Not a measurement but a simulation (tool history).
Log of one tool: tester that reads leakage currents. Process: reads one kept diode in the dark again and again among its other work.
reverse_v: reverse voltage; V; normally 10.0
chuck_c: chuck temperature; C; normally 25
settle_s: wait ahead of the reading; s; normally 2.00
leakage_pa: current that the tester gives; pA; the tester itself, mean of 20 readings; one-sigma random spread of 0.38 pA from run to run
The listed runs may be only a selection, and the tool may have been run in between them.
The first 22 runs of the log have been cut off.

run	hour	reverse_v	chuck_c	settle_s	leakage_pa
23	3176.9	2.2	46	1.82	228.24
24	3296.6	6.4	42	1.04	310.66
25	3469.3	6.4	42	8.78	309.21
26	3663.4	13.2	25	4.13	142.06
27	3747.2	1.2	45	1.31	152.23
28	3876.1	6.1	29	0.44	125.95
29	4030.7	6.1	29	0.44	126.24
30	4203.2	1.6	22	4.12	35.48
31	4357.4	1.6	22	4.12	35.36
32	4509.8	1.6	22	2.26	35.22
33	4647.8	8.2	25	2.27	109.57

Estimate the outcome of run 34 from the log above:
34	4789.9	8.2	25	2.27	?

leakage_pa: 110.07 pA
With no hidden state in the tool, this same run would have given leakage_pa 111.77 pA.
